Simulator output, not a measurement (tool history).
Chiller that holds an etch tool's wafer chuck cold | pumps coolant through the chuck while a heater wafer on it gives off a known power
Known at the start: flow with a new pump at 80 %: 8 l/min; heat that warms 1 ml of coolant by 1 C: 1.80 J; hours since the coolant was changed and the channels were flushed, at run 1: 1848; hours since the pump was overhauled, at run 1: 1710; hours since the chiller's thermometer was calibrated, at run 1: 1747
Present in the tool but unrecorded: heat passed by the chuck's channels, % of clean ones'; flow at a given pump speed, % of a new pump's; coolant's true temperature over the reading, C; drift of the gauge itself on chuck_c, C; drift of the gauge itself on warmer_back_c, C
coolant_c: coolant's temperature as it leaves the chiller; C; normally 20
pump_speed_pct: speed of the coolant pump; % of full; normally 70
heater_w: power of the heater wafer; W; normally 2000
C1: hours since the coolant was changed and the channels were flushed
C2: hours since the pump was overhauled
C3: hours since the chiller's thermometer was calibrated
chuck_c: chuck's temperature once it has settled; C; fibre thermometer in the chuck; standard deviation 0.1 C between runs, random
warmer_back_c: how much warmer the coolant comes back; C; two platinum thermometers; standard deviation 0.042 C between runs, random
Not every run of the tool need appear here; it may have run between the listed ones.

run 1 day=0 | coolant_c=20 pump_speed_pct=70 heater_w=2000 | C1=1848 C2=1710 C3=1747 | chuck_c=36.2 warmer_back_c=9.64
run 2 day=1.988 | coolant_c=20 pump_speed_pct=70 heater_w=2000 | C1=1896 C2=1758 C3=1795 | chuck_c=36.1 warmer_back_c=9.72
run 3 day=5.133 | coolant_c=20 pump_speed_pct=70 heater_w=2000 | C1=1971 C2=1833 C3=1870 | chuck_c=36.3 warmer_back_c=9.74
run 4 day=7.538 | coolant_c=15 pump_speed_pct=70 heater_w=2000 | C1=2029 C2=1891 C3=1928 | chuck_c=31.3 warmer_back_c=9.62
run 5 day=10.833 | coolant_c=15 pump_speed_pct=70 heater_w=2000 | C1=2108 C2=1970 C3=2007 | chuck_c=31.1 warmer_back_c=9.6
run 6 day=14.758 | coolant_c=15 pump_speed_pct=70 heater_w=2000 | C1=2202 C2=2064 C3=2101 | chuck_c=31.3 warmer_back_c=9.77
run 7 day=17.179 | coolant_c=15 pump_speed_pct=70 heater_w=2000 | C1=2260 C2=2122 C3=2159 | chuck_c=31.1 warmer_back_c=9.78
run 8 day=20.612 | coolant_c=15 pump_speed_pct=70 heater_w=2000 | C1=2343 C2=2205 C3=2242 | chuck_c=31.1 warmer_back_c=9.71
run 9 day=23.033 | coolant_c=20 pump_speed_pct=70 heater_w=2000 | C1=2401 C2=2263 C3=2300 | chuck_c=36.1 warmer_back_c=9.71
run 10 day=25.488 | coolant_c=20 pump_speed_pct=70 heater_w=2000 | C1=2460 C2=2322 C3=2359 | chuck_c=36.3 warmer_back_c=9.65
run 11 day=28.979 | coolant_c=20 pump_speed_pct=70 heater_w=2034 | C1=2544 C2=2406 C3=2443 | chuck_c=36.5 warmer_back_c=9.76
run 12 day=31.979 | coolant_c=20 pump_speed_pct=70 heater_w=1009 | C1=2615 C2=2478 C3=2514 | chuck_c=28.2 warmer_back_c=4.9
run 13 day=35.2 | coolant_c=24 pump_speed_pct=81 heater_w=2345 | C1=2693 C2=2555 C3=2592 | chuck_c=41 warmer_back_c=9.65
run 14 day=38.108 | coolant_c=20 pump_speed_pct=92 heater_w=1606 | C1=2763 C2=2625 C3=2662 | chuck_c=30.5 warmer_back_c=5.75

Run 15 comes next. What will it give?
run 15 day=41.258 | coolant_c=14 pump_speed_pct=70 heater_w=2504 | C1=2838 C2=2700 C3=2737 | chuck_c=? warmer_back_c=?

Run 15 measured chuck_c 34.3 C, warmer_back_c 12.14 C.
The same run, on a tool lacking any hidden state, would have yielded chuck_c 34.2 C, warmer_back_c 12.13 C.

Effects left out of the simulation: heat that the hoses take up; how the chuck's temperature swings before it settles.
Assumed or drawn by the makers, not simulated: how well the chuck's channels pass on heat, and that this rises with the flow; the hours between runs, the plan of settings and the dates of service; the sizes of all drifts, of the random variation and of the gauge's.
